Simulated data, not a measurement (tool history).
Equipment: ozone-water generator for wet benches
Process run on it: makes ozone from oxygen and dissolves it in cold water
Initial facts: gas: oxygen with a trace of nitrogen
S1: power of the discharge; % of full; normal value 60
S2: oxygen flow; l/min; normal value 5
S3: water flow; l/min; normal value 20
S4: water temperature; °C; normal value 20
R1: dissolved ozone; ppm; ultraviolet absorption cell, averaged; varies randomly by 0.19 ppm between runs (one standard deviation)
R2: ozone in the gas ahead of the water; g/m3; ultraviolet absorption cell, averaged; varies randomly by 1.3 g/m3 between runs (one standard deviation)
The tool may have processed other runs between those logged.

| run | hour | S1 | S2 | S3 | S4 | R1 | R2 |
|---|---|---|---|---|---|---|---|
| 1 | 0 | 60 | 5 | 20 | 20 | 24.6 | 235 |
| 2 | 53.5 | 60 | 5 | 23 | 20 | 21.5 | 233.9 |
| 3 | 114.1 | 60 | 5 | 20 | 20 | 24.7 | 234.7 |
| 4 | 158.6 | 60 | 5 | 20 | 20 | 24.1 | 234.7 |
| 5 | 211.3 | 60 | 5 | 20 | 20 | 24.6 | 234.3 |
| 6 | 276.1 | 60 | 5 | 20 | 20 | 24.2 | 234.6 |
| 7 | 323 | 60 | 5 | 20 | 20 | 24.5 | 232.5 |
| 8 | 371.5 | 60 | 5 | 20 | 20 | 24.7 | 231.4 |
| 9 | 419.6 | 60 | 5 | 20 | 20 | 24.1 | 230.9 |
| 10 | 468.1 | 60 | 5 | 20 | 20 | 24.2 | 229.9 |
| 11 | 518.7 | 84 | 5 | 20 | 20 | 31.1 | 302.5 |
| 12 | 599.2 | 60 | 5 | 20 | 27 | 21.9 | 230.5 |
|  | 607.2 | contactor cleaned |
| 13 | 664.8 | 97 | 5 | 20 | 20 | 34.5 | 335.6 |
| 14 | 722.1 | 60 | 5 | 20 | 20 | 24.1 | 232.9 |
|  | 749 | contactor cleaned, once more |
| 15 | 794.5 | 60 | 5 | 20 | 20 | 24 | 230.6 |
| 16 | 867.7 | 60 | 5 | 14 | 20 | 32.1 | 233 |
| 17 | 922.9 | 60 | 5 | 20 | 20 | 24.2 | 230.5 |
| 18 | 1001.7 | 82 | 7.2 | 16 | 20 | 33.7 | 225.8 |
| 19 | 1051.1 | 82 | 7.29 | 16 | 20 | 33.6 | 224.1 |
| 20 | 1114.1 | 82 | 7.29 | 16 | 20 | 33.7 | 224.8 |
| 21 | 1172 | 77 | 5 | 20 | 20 | 28.8 | 276.4 |
|  | 1196.5 | water thermometer calibrated |
| 22 | 1253.3 | 40 | 7.09 | 27 | 24 | 12.1 | 133.5 |
| 23 | 1320.8 | 40 | 7.09 | 27 | 24 | 12.1 | 132.7 |
| 24 | 1392.4 | 60 | 5.01 | 23 | 12 | 22.9 | 226 |
| 25 | 1440.2 | 60 | 3.24 | 20 | 14 | 26.3 | 302.2 |
| 26 | 1475.8 | 60 | 8.72 | 20 | 14 | 24 | 156.6 |
| 27 | 1518.9 | 94 | 4.02 | 23 | 16 | 30.9 | 365.3 |
| 28 | 1583.4 | 52 | 5.21 | 19 | 21 | 22 | 198.7 |
| 29 | 1631.2 | 56 | 5 | 20 | 20 | 22.4 | 214 |
| 30 | 1681.1 | 63 | 5 | 20 | 20 | 24.7 | 235.1 |
| 31 | 1758.9 | 63 | 6.54 | 23 | 21 | 21 | 196.4 |
| 32 | 1834.5 | 63 | 6.54 | 13 | 21 | 31.2 | 198.8 |
| 33 | 1916.5 | 41 | 7.29 | 12 | 21 | 23 | 132.5 |
| 34 | 1995.1 | 85 | 5.28 | 13 | 17 | 44.6 | 278.5 |

Below are 3 alternative next runs, each starting from the tool's condition after run 34. Predict each:
| A | 2069.3 | 85 | 5.28 | 20 | 17 | ? | ? |
| B | 2069.3 | 99 | 5 | 20 | 12 | ? | ? |
| C | 2069.3 | 99 | 2.52 | 14 | 20 | ? | ? |

| run | R1 | R2 |
|---|---|---|
| A | 31.5 | 277.9 |
| B | 37.4 | 323 |
| C | 48.7 | 508.9 |
Without the tool's hidden state the same runs would have given:
| run | R1 | R2 |
|---|---|---|
| A | 36.4 | 316.1 |
| B | 43.8 | 372.3 |
| C | 56.7 | 586.4 |
